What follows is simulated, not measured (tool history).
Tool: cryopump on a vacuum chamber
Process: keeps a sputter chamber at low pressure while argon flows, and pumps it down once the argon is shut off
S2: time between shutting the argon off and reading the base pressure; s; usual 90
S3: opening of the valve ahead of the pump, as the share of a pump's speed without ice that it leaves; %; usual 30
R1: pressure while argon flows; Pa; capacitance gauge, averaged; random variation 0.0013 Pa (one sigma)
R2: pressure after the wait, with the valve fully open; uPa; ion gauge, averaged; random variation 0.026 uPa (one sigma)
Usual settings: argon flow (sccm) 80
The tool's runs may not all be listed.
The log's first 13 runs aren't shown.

run 14 hour=121 | argon_flow_(sccm)=80 S2=194 S3=30 | R1=0.3029 R2=2.52
run 15 hour=132.3 | argon_flow_(sccm)=159 S2=194 S3=30 | R1=0.6014 R2=2.54
run 16 hour=146.1 | argon_flow_(sccm)=80 S2=37 S3=30 | R1=0.3018 R2=4.19
run 17 hour=156.3 | argon_flow_(sccm)=80 S2=90 S3=49 | R1=0.1885 R2=3.02
run 18 hour=165.1 | argon_flow_(sccm)=57 S2=26 S3=50 | R1=0.13 R2=5.26
run 19 hour=177.7 | argon_flow_(sccm)=85 S2=90 S3=35 | R1=0.2747 R2=3.15
run 20 hour=191.6 | argon_flow_(sccm)=43 S2=31 S3=17 | R1=0.2822 R2=4.87
run 21 hour=203 | argon_flow_(sccm)=145 S2=207 S3=30 | R1=0.547 R2=2.5
run 22 hour=215 | argon_flow_(sccm)=145 S2=207 S3=30 | R1=0.5466 R2=2.65
run 23 hour=226.6 | argon_flow_(sccm)=80 S2=90 S3=41 | R1=0.2235 R2=3.06
run 24 hour=233.2 | argon_flow_(sccm)=35 S2=183 S3=58 | R1=0.0707 R2=2.72
run 25 hour=245.8 | argon_flow_(sccm)=35 S2=183 S3=58 | R1=0.0698 R2=2.66
run 26 hour=253.5 | argon_flow_(sccm)=35 S2=183 S3=58 | R1=0.07 R2=2.69
run 27 hour=267.5 | argon_flow_(sccm)=113 S2=43 S3=39 | R1=0.3301 R2=4.16
run 28 hour=274 | argon_flow_(sccm)=88 S2=90 S3=24 | R1=0.4145 R2=3.14
run 29 hour=283.9 | argon_flow_(sccm)=153 S2=29 S3=18 | R1=0.9573 R2=5
run 30 hour=296 | argon_flow_(sccm)=40 S2=90 S3=30 | R1=0.1507 R2=3.19
run 31 hour=303.6 | argon_flow_(sccm)=96 S2=55 S3=33 | R1=0.3326 R2=3.74
run 32 hour=312.2 | argon_flow_(sccm)=115 S2=188 S3=59 | R1=0.2274 R2=2.7
run 33 hour=320.8 | argon_flow_(sccm)=63 S2=21 S3=25 | R1=0.2867 R2=5.73

Forecast each of these 4 alternatives for the next run:
run A hour=332.9 | argon_flow_(sccm)=80 S2=212 S3=34 | R1=? R2=?
run B hour=332.9 | argon_flow_(sccm)=84 S2=90 S3=30 | R1=? R2=?
run C hour=332.9 | argon_flow_(sccm)=63 S2=160 S3=25 | R1=? R2=?
run D hour=332.9 | argon_flow_(sccm)=80 S2=90 S3=43 | R1=? R2=?

run=A R1=0.2694 R2=2.58
run=B R1=0.3208 R2=3.1
run=C R1=0.2884 R2=2.71
run=D R1=0.2153 R2=3.14
Without the tool's hidden state the same runs would have given:
run=A R1=0.2606 R2=0.56
run=B R1=0.3114 R2=1.07
run=C R1=0.2814 R2=0.67
run=D R1=0.2064 R2=1.05
